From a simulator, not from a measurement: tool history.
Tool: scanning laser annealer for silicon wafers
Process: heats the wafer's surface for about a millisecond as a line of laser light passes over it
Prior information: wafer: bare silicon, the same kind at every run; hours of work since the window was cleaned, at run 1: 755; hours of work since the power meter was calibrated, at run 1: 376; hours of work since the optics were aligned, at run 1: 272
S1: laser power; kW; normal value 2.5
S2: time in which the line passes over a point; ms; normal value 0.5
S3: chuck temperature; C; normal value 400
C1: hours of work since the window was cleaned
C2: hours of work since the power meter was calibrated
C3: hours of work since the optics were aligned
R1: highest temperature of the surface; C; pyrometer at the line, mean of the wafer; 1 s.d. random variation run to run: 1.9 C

run   hour     S1     S2   S3   C1   C2   C3    R1
  1      0    2.5    0.5  400  755  376  272  1215
  2   13.7    2.5    0.5  368  763  384  280  1180
  3   35.5    2.5    0.5  379  776  397  293  1192
  4   60.2    2.5  0.412  400  791  412  308  1128
  5   74.3    2.5  0.412  400  799  420  316  1130
  6   94.9    2.5  0.412  400  812  432  329  1132
  7    119    2.5    0.5  383  826  447  343  1196
  8  144.9    2.5    0.5  400  842  462  359  1212
  9  160.9    2.5    0.5  400  851  472  368  1215
 10  178.9    2.5    0.5  400  862  483  379  1209
 11  195.3    2.5    0.5  400  872  492  389  1213
 12  209.7    2.5    0.5  403  880  501  397  1212
 13    229    2.5    0.5  417  892  512  409  1231
 14  244.5    2.5    0.5  417  901  522  418  1228
 15  256.5    2.5    0.5  364  908  529  425  1172
 16  270.3    2.5    0.5  364  917  537  434  1175
 17  297.7    2.5    0.5  364  933  554  450  1174
 18    321    2.5    0.5  364  947  568  464  1171
 19  340.3    2.5    0.5  364  958  579  475  1173
 20  363.8    2.5    0.5  400  973  593  490  1207
 21  383.1    2.5    0.5  400  984  605  501  1211
     391.2  -- window over the wafer cleaned
 22  397.8    2.5    0.5  400    4  612  509  1225
 23  424.7    2.5    0.5  400   20  628  525  1227
 24  448.7    2.5  0.395  389   34  643  539  1113
 25  461.2  2.624  0.395  367   42  650  547  1125
 26    489  2.624  0.395  367   59  667  563  1125
 27  509.7  2.314  0.395  367   71  679  576  1041
 28  532.2  2.234  0.395  424   84  693  589  1071
 29  555.5   2.68  0.397  371   98  707  603  1147
 30  580.4   2.68  0.397  371  113  721  618  1148
 31  599.8  2.295    0.5  400  125  733  629  1159
 32  614.5  2.295    0.5  419  134  742  638  1179
 33  637.7    2.6  0.352  429  147  756  652  1135
 34  662.1  2.382  0.534  400  162  770  667  1215
 35  689.9  2.382  0.534  400  179  787  683  1210
 36  704.7  2.345  0.534  421  187  796  692  1223
 37  720.6    2.5  0.563  434  197  805  702  1312
 38  736.9    2.5  0.583  368  207  815  711  1266
 39  762.2    2.5  0.583  368  222  830  727  1265
 40  780.5   2.41    0.5  373  233  841  737  1168

What if the next run were any one of these 4? Each begins from the tool's condition after run 40:
  A  803.5  2.209  0.457  364  247  855  751   ?
  B  803.5  2.676  0.555  437  247  855  751   ?
  C  803.5  2.659  0.435  412  247  855  751   ?
  D  803.5  2.277  0.351  400  247  855  751   ?

run    R1
  A  1056
  B  1364
  C  1221
  D  1015
Had the tool no hidden state, the same runs would have come out as:
run    R1
  A  1063
  B  1373
  C  1229
  D  1021
